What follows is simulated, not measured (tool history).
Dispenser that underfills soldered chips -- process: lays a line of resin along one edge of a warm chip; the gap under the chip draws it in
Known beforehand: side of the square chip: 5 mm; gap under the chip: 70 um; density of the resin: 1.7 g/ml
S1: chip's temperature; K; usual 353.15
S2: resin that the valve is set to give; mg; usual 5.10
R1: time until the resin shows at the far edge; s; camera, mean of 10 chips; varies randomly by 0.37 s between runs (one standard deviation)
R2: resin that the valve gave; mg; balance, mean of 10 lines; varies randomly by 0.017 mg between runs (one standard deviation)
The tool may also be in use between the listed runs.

{"run": 1, "hour": 0.0, "S1": 353.15, "S2": 5.1, "R1": 21.6, "R2": 5.11}
{"run": 2, "hour": 9.0, "S1": 353.15, "S2": 5.1, "R1": 27.3, "R2": 5.09}
{"hour": 12.7, "done": "new syringe of resin"}
{"run": 3, "hour": 16.7, "S1": 353.15, "S2": 5.1, "R1": 23.8, "R2": 5.1}
{"hour": 26.0, "done": "new syringe of resin"}
{"run": 4, "hour": 28.6, "S1": 353.15, "S2": 5.1, "R1": 23.2, "R2": 5.06}
{"run": 5, "hour": 36.4, "S1": 353.15, "S2": 5.1, "R1": 28.7, "R2": 5.07}
{"hour": 39.5, "done": "new syringe of resin"}
{"run": 6, "hour": 45.1, "S1": 353.15, "S2": 5.1, "R1": 24.5, "R2": 5.06}
{"run": 7, "hour": 52.0, "S1": 347.15, "S2": 5.1, "R1": 41.5, "R2": 5.02}
{"hour": 53.3, "done": "new syringe of resin"}
{"run": 8, "hour": 61.9, "S1": 347.15, "S2": 5.1, "R1": 36.7, "R2": 5.02}
{"hour": 67.1, "done": "new syringe of resin"}
{"run": 9, "hour": 71.3, "S1": 347.15, "S2": 5.1, "R1": 31.6, "R2": 5.02}
{"hour": 73.3, "done": "dispensing valve cleaned and set on the balance"}
{"run": 10, "hour": 79.1, "S1": 347.15, "S2": 5.1, "R1": 39.7, "R2": 5.09}
{"hour": 81.6, "done": "new syringe of resin"}
{"run": 11, "hour": 88.4, "S1": 341.15, "S2": 4.32, "R1": 48.7, "R2": 4.27}
{"hour": 94.7, "done": "new syringe of resin"}
{"run": 12, "hour": 96.1, "S1": 341.15, "S2": 4.32, "R1": 41.7, "R2": 4.3}
{"run": 13, "hour": 103.8, "S1": 353.15, "S2": 5.76, "R1": 26.2, "R2": 5.7}
{"hour": 107.8, "done": "new syringe of resin"}
{"run": 14, "hour": 111.0, "S1": 346.15, "S2": 4.45, "R1": 32.9, "R2": 4.41}
{"run": 15, "hour": 120.2, "S1": 346.15, "S2": 4.45, "R1": 43.4, "R2": 4.41}
{"hour": 121.4, "done": "new syringe of resin"}
{"run": 16, "hour": 128.6, "S1": 352.15, "S2": 6.07, "R1": 26.5, "R2": 5.95}
{"hour": 135.1, "done": "new syringe of resin"}
{"run": 17, "hour": 135.4, "S1": 345.15, "S2": 5.82, "R1": 30.2, "R2": 5.7}
{"run": 18, "hour": 145.0, "S1": 361.15, "S2": 5.92, "R1": 18.5, "R2": 5.77}
{"hour": 148.7, "done": "new syringe of resin"}
{"hour": 156.9, "done": "dispensing valve cleaned and set on the balance"}
{"run": 19, "hour": 156.9, "S1": 361.15, "S2": 5.92, "R1": 16.9, "R2": 5.9}

Forecast each of these 3 alternatives for the next run:
{"hour": 163.5, "done": "new syringe of resin"}
{"run": "A", "hour": 166.5, "S1": 367.15, "S2": 4.95, "R1": "?", "R2": "?"}
{"hour": 163.5, "done": "new syringe of resin"}
{"run": "B", "hour": 166.5, "S1": 347.15, "S2": 5.1, "R1": "?", "R2": "?"}
{"hour": 163.5, "done": "new syringe of resin"}
{"run": "C", "hour": 166.5, "S1": 342.15, "S2": 6.39, "R1": "?", "R2": "?"}

run=A R1=11.6 R2=4.92
run=B R1=29.8 R2=5.10
run=C R1=40.2 R2=6.39
What these runs would have given with no unlogged condition in the tool:
run=A R1=11.6 R2=4.94
run=B R1=29.8 R2=5.12
run=C R1=40.4 R2=6.41
